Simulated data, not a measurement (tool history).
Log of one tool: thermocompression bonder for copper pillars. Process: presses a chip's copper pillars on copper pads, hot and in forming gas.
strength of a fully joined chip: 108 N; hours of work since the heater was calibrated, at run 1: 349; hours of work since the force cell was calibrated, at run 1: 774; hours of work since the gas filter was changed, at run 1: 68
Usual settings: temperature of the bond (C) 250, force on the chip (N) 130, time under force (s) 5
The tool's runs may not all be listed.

| run | day | temperature of the bond (C) | force on the chip (N) | time under force (s) | hours of work since the heater was calibrated | hours of work since the force cell was calibrated | hours of work since the gas filter was changed | force that shears a chip off (N) |
|---|---|---|---|---|---|---|---|---|
| 1 | 0.000 | 250 | 130 | 5 | 349 | 774 | 68 | 51.6 |
| 2 | 1.012 | 250 | 78 | 5 | 364 | 789 | 83 | 33.4 |
| 3 | 2.604 | 250 | 78 | 5 | 388 | 813 | 107 | 33.3 |
| 4 | 4.058 | 250 | 130 | 5 | 409 | 834 | 128 | 51.6 |
| 5 | 5.842 | 250 | 130 | 5 | 435 | 861 | 155 | 51.7 |
| 6 | 7.496 | 220 | 130 | 5 | 460 | 885 | 179 | 35.8 |
| 7 | 9.075 | 220 | 130 | 5 | 483 | 909 | 202 | 35.9 |
| 8 | 10.450 | 250 | 94 | 5 | 504 | 929 | 223 | 39.0 |
| 9 | 11.571 | 250 | 94 | 5 | 520 | 946 | 239 | 39.0 |
| 10 | 13.217 | 250 | 94 | 5 | 545 | 970 | 264 | 39.3 |
| 11 | 14.454 | 250 | 130 | 5 | 563 | 988 | 282 | 51.3 |
| 12 | 16.292 | 250 | 130 | 5 | 590 | 1016 | 309 | 51.4 |
| 13 | 17.238 | 250 | 130 | 5 | 604 | 1030 | 323 | 51.0 |
| 14 | 18.867 | 250 | 130 | 5 | 628 | 1054 | 348 | 51.3 |
| 15 | 20.083 | 250 | 104 | 5 | 647 | 1072 | 366 | 42.5 |
| 16 | 21.383 | 250 | 104 | 5 | 666 | 1091 | 385 | 42.5 |
|  | 22.767 | heater calibrated with a thermocouple chip |
| 17 | 23.312 | 250 | 104 | 5 | 8 | 1118 | 412 | 42.3 |
| 18 | 24.508 | 250 | 104 | 5 | 26 | 1136 | 430 | 42.4 |
| 19 | 26.212 | 250 | 104 | 5 | 51 | 1161 | 455 | 41.9 |
|  | 26.846 | forming gas filter changed |
| 20 | 27.767 | 250 | 104 | 5 | 74 | 1184 | 14 | 42.4 |
| 21 | 29.221 | 242 | 146 | 5 | 95 | 1206 | 35 | 50.8 |
| 22 | 30.471 | 250 | 130 | 14 | 114 | 1224 | 54 | 70.5 |
| 23 | 32.121 | 250 | 130 | 14 | 138 | 1249 | 78 | 70.3 |
| 24 | 33.029 | 265 | 156 | 7 | 152 | 1262 | 92 | 72.7 |
| 25 | 34.550 | 258 | 96 | 6 | 174 | 1285 | 114 | 45.9 |
| 26 | 36.100 | 264 | 93 | 5 | 197 | 1307 | 137 | 44.8 |
| 27 | 37.496 | 264 | 93 | 5 | 218 | 1328 | 158 | 44.7 |
|  | 38.258 | gauge calibrated |
| 28 | 38.896 | 240 | 113 | 3 | 239 | 1349 | 179 | 33.6 |
| 29 | 40.567 | 240 | 113 | 3 | 263 | 1374 | 203 | 33.6 |
| 30 | 41.425 | 240 | 113 | 3 | 276 | 1386 | 216 | 33.4 |
| 31 | 43.304 | 240 | 113 | 3 | 304 | 1414 | 244 | 33.2 |
| 32 | 44.342 | 240 | 92 | 3 | 319 | 1430 | 259 | 27.2 |
| 33 | 45.375 | 260 | 181 | 13 | 335 | 1445 | 275 | 88.6 |
| 34 | 46.317 | 260 | 181 | 13 | 349 | 1459 | 288 | 89.0 |
| 35 | 47.092 | 260 | 181 | 13 | 360 | 1470 | 300 | 89.0 |
| 36 | 48.700 | 244 | 181 | 10 | 384 | 1494 | 324 | 75.4 |
| 37 | 49.579 | 235 | 127 | 7 | 397 | 1507 | 337 | 48.5 |
| 38 | 51.112 | 235 | 127 | 7 | 420 | 1530 | 359 | 48.5 |
| 39 | 52.175 | 235 | 127 | 7 | 435 | 1546 | 375 | 47.8 |
| 40 | 53.521 | 272 | 88 | 9 | 455 | 1566 | 395 | 57.7 |

4 ways to go on from here, each from the tool as it stands after run 40. What would each give?
| A | 55.162 | 250 | 130 | 11 | 480 | 1590 | 420 | ? |
| B | 55.162 | 272 | 115 | 7 | 480 | 1590 | 420 | ? |
| C | 55.162 | 257 | 130 | 5 | 480 | 1590 | 420 | ? |
| D | 55.162 | 276 | 150 | 7 | 480 | 1590 | 420 | ? |

| run | force that shears a chip off (N) |
|---|---|
| A | 66.5 |
| B | 64.2 |
| C | 55.1 |
| D | 78.2 |
Without the tool's hidden state the same runs would have given:
| run | force that shears a chip off (N) |
|---|---|
| A | 67.2 |
| B | 64.9 |
| C | 55.6 |
| D | 79.1 |
